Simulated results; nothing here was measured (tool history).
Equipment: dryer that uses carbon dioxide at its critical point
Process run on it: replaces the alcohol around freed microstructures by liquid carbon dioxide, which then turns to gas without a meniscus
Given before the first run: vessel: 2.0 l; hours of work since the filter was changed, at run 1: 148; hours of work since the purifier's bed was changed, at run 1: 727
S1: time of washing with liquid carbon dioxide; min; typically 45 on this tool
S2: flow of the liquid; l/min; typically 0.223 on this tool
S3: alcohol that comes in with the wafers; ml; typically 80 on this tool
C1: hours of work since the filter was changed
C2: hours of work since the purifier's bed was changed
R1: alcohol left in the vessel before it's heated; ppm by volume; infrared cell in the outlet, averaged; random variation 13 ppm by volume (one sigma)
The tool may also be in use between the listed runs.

| run | hour | S1 | S2 | S3 | C1 | C2 | R1 |
|---|---|---|---|---|---|---|---|
| 1 | 0 | 45 | 0.223 | 80 | 148 | 727 | 943 |
| 2 | 20.9 | 45 | 0.223 | 80 | 161 | 740 | 984 |
| 3 | 48.1 | 45 | 0.223 | 80 | 178 | 757 | 995 |
| 4 | 82.5 | 45 | 0.223 | 31 | 200 | 778 | 421 |
| 5 | 118.7 | 45 | 0.223 | 80 | 222 | 801 | 1014 |
| 6 | 146 | 45 | 0.223 | 80 | 239 | 817 | 1049 |
| 7 | 184.1 | 45 | 0.223 | 80 | 263 | 841 | 1107 |
| 8 | 216.8 | 45 | 0.223 | 80 | 283 | 861 | 1117 |
| 9 | 237.3 | 53 | 0.223 | 80 | 296 | 874 | 617 |
| 10 | 278.9 | 53 | 0.223 | 80 | 321 | 900 | 635 |
| 11 | 298.9 | 45 | 0.223 | 27 | 334 | 912 | 445 |
| 12 | 319.4 | 45 | 0.223 | 27 | 347 | 925 | 426 |
| 13 | 360.6 | 45 | 0.223 | 80 | 372 | 951 | 1201 |
| 14 | 404.4 | 45 | 0.223 | 80 | 399 | 978 | 1240 |
| 15 | 434.3 | 62 | 0.223 | 24 | 418 | 996 | 159 |
| 16 | 457 | 55 | 0.336 | 70 | 432 | 1010 | 126 |
| 17 | 483.1 | 29 | 0.179 | 70 | 448 | 1027 | 5937 |
| 18 | 517.9 | 49 | 0.159 | 79 | 470 | 1048 | 2948 |
| 19 | 542.1 | 29 | 0.159 | 64 | 485 | 1063 | 6723 |

What does the tool deliver on the next run?
| 20 | 585.7 | 69 | 0.3 | 117 | 512 | 1090 | ? |

{"run 20": {"R1": 110}}
The same run, on a tool lacking any hidden state, would have yielded R1 15 ppm by volume.

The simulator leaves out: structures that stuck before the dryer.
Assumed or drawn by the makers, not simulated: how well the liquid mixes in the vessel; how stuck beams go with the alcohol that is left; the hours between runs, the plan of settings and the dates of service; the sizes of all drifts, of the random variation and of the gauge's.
